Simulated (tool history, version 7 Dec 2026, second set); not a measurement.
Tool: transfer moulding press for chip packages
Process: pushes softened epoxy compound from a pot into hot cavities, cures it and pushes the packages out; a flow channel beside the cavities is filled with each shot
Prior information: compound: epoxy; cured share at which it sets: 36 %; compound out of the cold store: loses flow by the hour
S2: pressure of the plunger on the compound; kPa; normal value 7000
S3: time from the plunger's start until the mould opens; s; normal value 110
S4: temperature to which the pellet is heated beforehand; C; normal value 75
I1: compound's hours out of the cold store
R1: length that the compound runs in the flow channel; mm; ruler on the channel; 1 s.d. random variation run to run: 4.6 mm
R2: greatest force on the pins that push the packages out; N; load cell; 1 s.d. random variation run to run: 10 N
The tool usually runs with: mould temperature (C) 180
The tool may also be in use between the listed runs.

{"run": 1, "hour": 0.0, "mould temperature (C)": 180, "S2": 7000, "S3": 110, "S4": 75, "I1": 30, "R1": 825, "R2": 515}
{"run": 2, "hour": 4.6, "mould temperature (C)": 180, "S2": 7450, "S3": 110, "S4": 75, "I1": 35.8, "R1": 824, "R2": 492}
{"run": 3, "hour": 11.6, "mould temperature (C)": 180, "S2": 7450, "S3": 110, "S4": 75, "I1": 39.8, "R1": 811, "R2": 508}
{"run": 4, "hour": 16.4, "mould temperature (C)": 180, "S2": 7450, "S3": 110, "S4": 75, "I1": 38.6, "R1": 814, "R2": 503}
{"run": 5, "hour": 23.4, "mould temperature (C)": 180, "S2": 7450, "S3": 110, "S4": 75, "I1": 42.4, "R1": 801, "R2": 503}
{"run": 6, "hour": 30.8, "mould temperature (C)": 180, "S2": 7450, "S3": 110, "S4": 75, "I1": 40.7, "R1": 808, "R2": 517}
{"run": 7, "hour": 38.3, "mould temperature (C)": 180, "S2": 7450, "S3": 110, "S4": 75, "I1": 17.3, "R1": 910, "R2": 529}
{"run": 8, "hour": 45.9, "mould temperature (C)": 180, "S2": 7450, "S3": 110, "S4": 75, "I1": 41.1, "R1": 806, "R2": 481}
{"run": 9, "hour": 54.9, "mould temperature (C)": 180, "S2": 7450, "S3": 110, "S4": 75, "I1": 39, "R1": 819, "R2": 502}
{"hour": 56.9, "done": "cavities cleaned with cleaning compound and waxed"}
{"run": 10, "hour": 63.5, "mould temperature (C)": 180, "S2": 7450, "S3": 110, "S4": 75, "I1": 28.7, "R1": 854, "R2": 512}
{"run": 11, "hour": 72.7, "mould temperature (C)": 180, "S2": 7000, "S3": 110, "S4": 75, "I1": 34.4, "R1": 792, "R2": 524}
{"run": 12, "hour": 78.3, "mould temperature (C)": 180, "S2": 7000, "S3": 110, "S4": 75, "I1": 23.2, "R1": 848, "R2": 533}
{"run": 13, "hour": 87.1, "mould temperature (C)": 180, "S2": 7000, "S3": 110, "S4": 75, "I1": 29.9, "R1": 822, "R2": 509}
{"run": 14, "hour": 97.1, "mould temperature (C)": 180, "S2": 7000, "S3": 110, "S4": 75, "I1": 9.2, "R1": 922, "R2": 568}
{"run": 15, "hour": 105.4, "mould temperature (C)": 173, "S2": 6810, "S3": 110, "S4": 75, "I1": 31.2, "R1": 836, "R2": 853}
{"run": 16, "hour": 112.4, "mould temperature (C)": 178, "S2": 8050, "S3": 112, "S4": 68, "I1": 37.9, "R1": 864, "R2": 564}
{"hour": 118.1, "done": "cavities cleaned with cleaning compound and waxed"}
{"run": 17, "hour": 121.4, "mould temperature (C)": 178, "S2": 6970, "S3": 99, "S4": 68, "I1": 37.3, "R1": 800, "R2": 740}
{"run": 18, "hour": 127.7, "mould temperature (C)": 178, "S2": 6970, "S3": 99, "S4": 68, "I1": 9.7, "R1": 923, "R2": 838}
{"run": 19, "hour": 135.7, "mould temperature (C)": 175, "S2": 6970, "S3": 136, "S4": 82, "I1": 19.9, "R1": 882, "R2": 456}
{"run": 20, "hour": 143.4, "mould temperature (C)": 182, "S2": 7000, "S3": 116, "S4": 75, "I1": 23.5, "R1": 856, "R2": 424}
{"run": 21, "hour": 153.4, "mould temperature (C)": 180, "S2": 7000, "S3": 106, "S4": 84, "I1": 24.2, "R1": 851, "R2": 556}
{"run": 22, "hour": 162.7, "mould temperature (C)": 174, "S2": 7000, "S3": 112, "S4": 84, "I1": 45.5, "R1": 775, "R2": 691}
{"run": 23, "hour": 171.6, "mould temperature (C)": 174, "S2": 7000, "S3": 112, "S4": 84, "I1": 42, "R1": 784, "R2": 693}
{"hour": 178.9, "done": "cavities cleaned with cleaning compound and waxed"}
{"run": 24, "hour": 181.3, "mould temperature (C)": 180, "S2": 8150, "S3": 110, "S4": 84, "I1": 15.3, "R1": 968, "R2": 537}
{"run": 25, "hour": 187.1, "mould temperature (C)": 180, "S2": 8150, "S3": 110, "S4": 84, "I1": 37.3, "R1": 857, "R2": 483}
{"run": 26, "hour": 192.4, "mould temperature (C)": 180, "S2": 8150, "S3": 110, "S4": 78, "I1": 41, "R1": 840, "R2": 474}
{"run": 27, "hour": 200.5, "mould temperature (C)": 180, "S2": 8150, "S3": 110, "S4": 78, "I1": 37.5, "R1": 853, "R2": 499}
{"run": 28, "hour": 207.5, "mould temperature (C)": 180, "S2": 8150, "S3": 110, "S4": 78, "I1": 38.5, "R1": 849, "R2": 486}

Below are 3 alternative next runs, each starting from the tool's condition after run 28. Predict each:
{"run": "A", "hour": 215.2, "mould temperature (C)": 180, "S2": 7170, "S3": 110, "S4": 81, "I1": 45.2, "R1": "?", "R2": "?"}
{"run": "B", "hour": 215.2, "mould temperature (C)": 183, "S2": 6620, "S3": 110, "S4": 78, "I1": 13.3, "R1": "?", "R2": "?"}
{"run": "C", "hour": 215.2, "mould temperature (C)": 188, "S2": 8150, "S3": 106, "S4": 78, "I1": 39.6, "R1": "?", "R2": "?"}

run=A R1=777 R2=493
run=B R1=865 R2=460
run=C R1=818 R2=386
Without the tool's unlogged condition, the same runs would have read:
run=A R1=778 R2=487
run=B R1=866 R2=454
run=C R1=819 R2=382
